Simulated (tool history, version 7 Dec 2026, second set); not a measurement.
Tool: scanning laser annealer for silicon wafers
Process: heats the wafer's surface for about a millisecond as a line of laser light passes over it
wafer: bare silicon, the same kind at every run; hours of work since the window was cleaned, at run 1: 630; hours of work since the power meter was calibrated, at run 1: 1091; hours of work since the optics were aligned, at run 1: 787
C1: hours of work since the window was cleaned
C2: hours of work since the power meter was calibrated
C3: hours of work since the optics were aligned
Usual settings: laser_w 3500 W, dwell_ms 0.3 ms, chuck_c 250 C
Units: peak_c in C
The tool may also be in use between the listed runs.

run 1 day=0 | laser_w=3500 dwell_ms=0.3 chuck_c=250 | C1=630 C2=1091 C3=787 | peak_c=927
run 2 day=2.312 | laser_w=3500 dwell_ms=0.3 chuck_c=250 | C1=664 C2=1124 C3=820 | peak_c=924
run 3 day=3.892 | laser_w=3500 dwell_ms=0.3 chuck_c=250 | C1=686 C2=1147 C3=843 | peak_c=925
run 4 day=5.733 | laser_w=3500 dwell_ms=0.3 chuck_c=250 | C1=713 C2=1174 C3=870 | peak_c=921
run 5 day=7.533 | laser_w=3500 dwell_ms=0.3 chuck_c=250 | C1=739 C2=1200 C3=896 | peak_c=918
run 6 day=8.917 | laser_w=3500 dwell_ms=0.3 chuck_c=250 | C1=759 C2=1220 C3=916 | peak_c=916
run 7 day=10.308 | laser_w=3500 dwell_ms=0.3 chuck_c=250 | C1=779 C2=1240 C3=936 | peak_c=916
-- day=10.554 window over the wafer cleaned
run 8 day=11.946 | laser_w=3500 dwell_ms=0.3 chuck_c=250 | C1=20 C2=1263 C3=958 | peak_c=887
run 9 day=13.179 | laser_w=3500 dwell_ms=0.3 chuck_c=271 | C1=38 C2=1281 C3=976 | peak_c=907
-- day=14.938 optics aligned, line set to its width
run 10 day=16.179 | laser_w=3500 dwell_ms=0.3 chuck_c=271 | C1=78 C2=1321 C3=18 | peak_c=912
run 11 day=17.958 | laser_w=3500 dwell_ms=0.3 chuck_c=271 | C1=104 C2=1347 C3=44 | peak_c=911
run 12 day=20.467 | laser_w=3500 dwell_ms=0.275 chuck_c=250 | C1=141 C2=1383 C3=80 | peak_c=858
run 13 day=22.771 | laser_w=3500 dwell_ms=0.3 chuck_c=285 | C1=174 C2=1417 C3=113 | peak_c=917
run 14 day=25.117 | laser_w=3098 dwell_ms=0.243 chuck_c=285 | C1=208 C2=1451 C3=147 | peak_c=785
run 15 day=26.317 | laser_w=3580 dwell_ms=0.353 chuck_c=216 | C1=225 C2=1468 C3=165 | peak_c=916

4 ways to go on from here, each from the tool as it stands after run 15. What would each give?
-- day=26.858 window over the wafer cleaned, once more
run A day=28.542 | laser_w=3580 dwell_ms=0.353 chuck_c=273 | C1=24 C2=1499 C3=196 | peak_c=?
-- day=26.858 window over the wafer cleaned, once more
run B day=28.542 | laser_w=3189 dwell_ms=0.283 chuck_c=280 | C1=24 C2=1499 C3=196 | peak_c=?
-- day=26.858 window over the wafer cleaned, once more
run C day=28.542 | laser_w=3500 dwell_ms=0.352 chuck_c=226 | C1=24 C2=1499 C3=196 | peak_c=?
-- day=26.858 window over the wafer cleaned, once more
run D day=28.542 | laser_w=3722 dwell_ms=0.353 chuck_c=216 | C1=24 C2=1499 C3=196 | peak_c=?

run=A peak_c=1066
run=B peak_c=906
run=C peak_c=997
run=D peak_c=1041
Without the tool's hidden state the same runs would have given:
run=A peak_c=1076
run=B peak_c=914
run=C peak_c=1007
run=D peak_c=1052

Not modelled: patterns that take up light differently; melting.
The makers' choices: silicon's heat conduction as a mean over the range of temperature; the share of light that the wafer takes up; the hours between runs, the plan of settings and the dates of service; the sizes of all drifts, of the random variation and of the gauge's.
